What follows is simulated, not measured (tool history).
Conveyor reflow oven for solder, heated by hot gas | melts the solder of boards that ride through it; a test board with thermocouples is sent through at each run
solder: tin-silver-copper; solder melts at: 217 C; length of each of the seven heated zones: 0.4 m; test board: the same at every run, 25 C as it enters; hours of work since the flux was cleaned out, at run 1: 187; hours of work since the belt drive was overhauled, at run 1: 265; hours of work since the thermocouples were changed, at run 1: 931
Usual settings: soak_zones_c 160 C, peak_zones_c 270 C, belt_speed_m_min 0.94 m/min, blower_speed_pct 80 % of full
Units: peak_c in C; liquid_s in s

run   hour  soak_zones_c  peak_zones_c  belt_speed_m_min  blower_speed_pct  hours of work since the flux was cleaned out  hours of work since the belt drive was overhauled  hours of work since the thermocouples were changed  peak_c  liquid_s
  1      0           160           270              0.94                80                                           187                                                265                                                 931  254.78     36.46
      18.4  -- thermocouples of zones 6 and 7 changed
  2   22.2           160           270              0.94                80                                           196                                                274                                                   2  252.59     35.61
  3     36           160           270              0.94                80                                           203                                                280                                                   8  252.39     35.46
  4   48.2           160           270              1.01                80                                           208                                                286                                                  14  249.92     31.24
  5   68.5           160           270              1.01                80                                           218                                                296                                                  23  249.77     31.42
  6   82.6           160           270              1.01                80                                           224                                                302                                                  30  249.78     31.25
  7   95.9           160           270              1.01                80                                           231                                                308                                                  36  249.66     31.38
  8  107.3           155           269             1.106                78                                           236                                                314                                                  41  243.45     24.03
  9  120.2           172           270             1.007                80                                           242                                                319                                                  47  252.12     34.95
       127  -- flux residue cleaned out of gas plates and filters
 10  145.9           171           267             1.021                75                                             9                                                329                                                  57  247.24      31.7
 11  166.2           160           266              0.94                58                                            18                                                338                                                  66  241.41     27.77
 12  180.4           160           266              0.94                58                                            25                                                345                                                  73  241.41     27.96
 13  201.4           166           270              0.94                50                                            35                                                355                                                  83  242.71     29.19

Some steps in peak_c between neighbouring runs. How much of each would the tool show without its hidden state too (settings, what came in, random variation), and how much is left for the hidden state, with any gauge scatter that isn't in both results?
The hidden state here: heat that the gas passes to the board, % of a clean oven's; belt's true speed, % of the reading; true gas temperature in zones 6 and 7 over the reading, C; drift of the gauge itself on peak_c, C; drift of the gauge itself on liquid_s, %.
Run 1 -> 2: thermocouples of zones 6 and 7 changed. peak_c -2.19 C: hidden state -2.15, all else -0.04.
Run 8 -> 9: soak_zones_c 155 -> 172, peak_zones_c 269 -> 270, belt_speed_m_min 1.106 -> 1.007, blower_speed_pct 78 -> 80. peak_c +8.67 C: hidden state +0.46, all else +8.21.
